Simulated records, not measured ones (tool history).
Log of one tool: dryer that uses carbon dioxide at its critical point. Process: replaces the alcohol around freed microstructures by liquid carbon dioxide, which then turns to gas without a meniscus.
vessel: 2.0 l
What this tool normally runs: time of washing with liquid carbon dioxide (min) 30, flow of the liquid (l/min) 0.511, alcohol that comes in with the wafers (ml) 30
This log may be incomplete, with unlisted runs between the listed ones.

| run | hour | time of washing with liquid carbon dioxide (min) | flow of the liquid (l/min) | alcohol that comes in with the wafers (ml) | alcohol left in the vessel before it's heated (ppm by volume) |
|---|---|---|---|---|---|
| 1 | 0.0 | 30 | 0.511 | 30 | 64 |
| 2 | 27.5 | 30 | 0.511 | 30 | 83 |
| 3 | 59.3 | 30 | 0.511 | 30 | 87 |
| 4 | 98.0 | 30 | 0.511 | 30 | 103 |
| 5 | 135.5 | 30 | 0.511 | 30 | 118 |
| 6 | 166.9 | 30 | 0.511 | 30 | 120 |
| 7 | 186.2 | 30 | 0.511 | 30 | 141 |
| 8 | 213.9 | 30 | 0.511 | 30 | 150 |
| 9 | 234.4 | 30 | 0.825 | 30 | 69 |
|  | 254.3 | inlet filter changed |
| 10 | 256.6 | 30 | 0.511 | 30 | 118 |
| 11 | 272.4 | 30 | 0.511 | 30 | 126 |
| 12 | 311.1 | 30 | 0.511 | 30 | 123 |
| 13 | 331.5 | 30 | 0.511 | 30 | 128 |
| 14 | 368.0 | 30 | 0.511 | 50 | 190 |
| 15 | 399.9 | 30 | 0.511 | 50 | 223 |
| 16 | 423.2 | 30 | 0.511 | 50 | 226 |
| 17 | 458.7 | 31 | 0.618 | 51 | 159 |
| 18 | 480.4 | 30 | 0.381 | 30 | 452 |
|  | 508.2 | inlet filter changed |
| 19 | 512.0 | 45 | 0.552 | 43 | 105 |
| 20 | 534.5 | 46 | 0.771 | 28 | 122 |
| 21 | 553.2 | 27 | 0.762 | 97 | 159 |
| 22 | 573.1 | 20 | 0.511 | 30 | 471 |
| 23 | 600.5 | 20 | 0.511 | 30 | 533 |
| 24 | 632.6 | 24 | 0.319 | 35 | 1317 |
| 25 | 649.1 | 36 | 0.319 | 24 | 337 |
| 26 | 684.6 | 44 | 0.342 | 24 | 218 |
| 27 | 720.8 | 44 | 0.342 | 24 | 224 |
| 28 | 740.3 | 40 | 0.342 | 24 | 278 |
|  | 761.6 | inlet filter changed |
| 29 | 761.6 | 18 | 0.511 | 113 | 2032 |
| 30 | 778.0 | 18 | 0.511 | 113 | 2097 |
| 31 | 809.4 | 32 | 0.511 | 40 | 217 |
| 32 | 830.9 | 32 | 0.511 | 40 | 231 |

Predict each of these 3 candidate next runs independently; none follows another, all start after run 32:
| A | 861.5 | 28 | 0.594 | 30 | ? |
| B | 861.5 | 30 | 0.330 | 30 | ? |
| C | 861.5 | 35 | 0.511 | 53 | ? |

| run | alcohol left in the vessel before it's heated (ppm by volume) |
|---|---|
| A | 221 |
| B | 605 |
| C | 218 |
Without the tool's hidden state the same runs would have given:
| run | alcohol left in the vessel before it's heated (ppm by volume) |
|---|---|
| A | 38 |
| B | 347 |
| C | 35 |
